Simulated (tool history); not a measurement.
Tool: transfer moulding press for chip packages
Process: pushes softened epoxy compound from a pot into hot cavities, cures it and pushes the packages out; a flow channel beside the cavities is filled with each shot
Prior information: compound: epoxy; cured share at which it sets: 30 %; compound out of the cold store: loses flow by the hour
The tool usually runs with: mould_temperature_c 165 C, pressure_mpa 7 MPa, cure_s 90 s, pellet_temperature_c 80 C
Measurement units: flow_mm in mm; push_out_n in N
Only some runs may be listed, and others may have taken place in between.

run	hour	mould_temperature_c	pressure_mpa	cure_s	pellet_temperature_c	incoming compound's hours out of the cold store	flow_mm	push_out_n
1	0	165	7	90	80	16.1	833	469
2	7.7	165	7	90	80	29.3	805	499
3	15.9	165	7	90	80	8.2	852	521
4	22.7	165	7	90	80	42.9	757	495
5	33.5	165	7	90	80	19.4	824	522
# hour 45.7: cavities cleaned with cleaning compound and waxed
6	45.7	158	7	90	80	18.9	821	369
7	54.5	158	7	90	80	19	826	439
8	60.2	158	7	90	81	8.1	869	481
9	71	158	7	90	81	42.2	755	503
10	80.6	164	7	90	80	44.3	746	402
11	85.9	164	7	90	80	38.3	770	420
12	97.3	164	7	90	80	32.9	786	446
13	109.7	164	7	90	80	44.4	745	479
14	119.7	164	7	90	80	22.1	798	524
15	128.3	165	7	90	80	39.4	752	482
16	134.8	165	8.49	90	80	46.4	814	498
17	142.6	159	8.22	85	80	36.2	831	760
18	151.1	158	8.31	130	72	39.8	834	484
# hour 156.3: cavities cleaned with cleaning compound and waxed
19	163.1	158	8.31	130	72	14	910	260
20	172.9	172	7	96	73	45.3	719	313
21	181.4	166	7	90	81	45.8	738	349
22	191.4	172	7	90	71	42.8	726	371
23	201.6	168	7	97	80	41.3	734	380
24	213.5	168	7	97	80	37.6	747	409
25	220.8	168	7	79	83	11	825	501
26	229.1	168	6.34	115	70	8.6	785	427
27	239.4	173	7.78	70	81	40.8	757	526
28	245	173	7.78	70	81	34.7	782	492
29	253.2	165	8.36	86	80	9.7	905	552

Here are 3 independent what-if runs from the current tool condition. What would each one return?
# hour 267.1: cavities cleaned with cleaning compound and waxed
A	267.1	170	5.23	86	86	28.2	?	?
# hour 267.1: cavities cleaned with cleaning compound and waxed
B	267.1	165	6.98	90	89	27.1	?	?
# hour 267.1: cavities cleaned with cleaning compound and waxed
C	267.1	172	7.7	90	80	47.4	?	?

run	flow_mm	push_out_n
A	656	236
B	768	244
C	748	228
With the hidden condition removed and each run's random variation left untouched, the same runs would have given:
run	flow_mm	push_out_n
A	741	235
B	868	246
C	845	225
